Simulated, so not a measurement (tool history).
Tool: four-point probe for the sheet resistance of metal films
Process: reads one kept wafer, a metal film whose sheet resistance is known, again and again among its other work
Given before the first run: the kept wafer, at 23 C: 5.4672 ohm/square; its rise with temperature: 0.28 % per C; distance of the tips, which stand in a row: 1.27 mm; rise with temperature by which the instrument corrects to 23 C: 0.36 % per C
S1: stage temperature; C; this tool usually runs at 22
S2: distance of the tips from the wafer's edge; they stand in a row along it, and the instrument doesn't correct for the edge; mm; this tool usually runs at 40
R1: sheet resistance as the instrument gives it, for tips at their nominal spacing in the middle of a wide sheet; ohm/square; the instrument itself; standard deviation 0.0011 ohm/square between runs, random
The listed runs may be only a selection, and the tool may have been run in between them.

run	hour	S1	S2	R1
1	0	22	40	5.464064
2	21.4	22	40	5.464669
3	49.3	34	40	5.4159
4	69	34	40	5.416844
5	86.3	34	40	5.414223
6	99.7	22	40	5.46382
7	119.6	22	40	5.464547
8	141.2	22	40	5.461636
9	158.5	22	40	5.464379
10	185.5	22	40	5.462405
11	213.2	22	40	5.463442
12	233.7	22	40	5.462118
13	247.9	22	40	5.46219
14	267	22	40	5.461785
15	282	22	40	5.461317
16	302.5	27	30	5.443261
17	321	25	11	5.485079
18	336.2	23	55	5.456967
19	349.1	30	40	5.428443
20	367.2	22	6	5.58812
21	380.6	22	40	5.462624
22	405.9	22	40	5.46131
23	426.8	24	4	5.729171
24	441.9	24	4	5.728936
25	456	26	40	5.444501
26	474.5	26	40	5.443043
27	493.7	29	21	5.438775
28	508.5	25	31	5.44932
29	533.9	34	14	5.431401

Here are 5 independent what-if runs from the current tool condition. What would each one return?
A	550.2	26	37	?
B	550.2	22	14	?
C	550.2	22	34	?
D	550.2	34	21	?
E	550.2	32	11	?

run	R1
A	5.4433
B	5.481178
C	5.461325
D	5.41821
E	5.453844
With the hidden condition removed and each run's random variation left untouched, the same runs would have given:
run	R1
A	5.457884
B	5.495913
C	5.476009
D	5.432628
E	5.468377
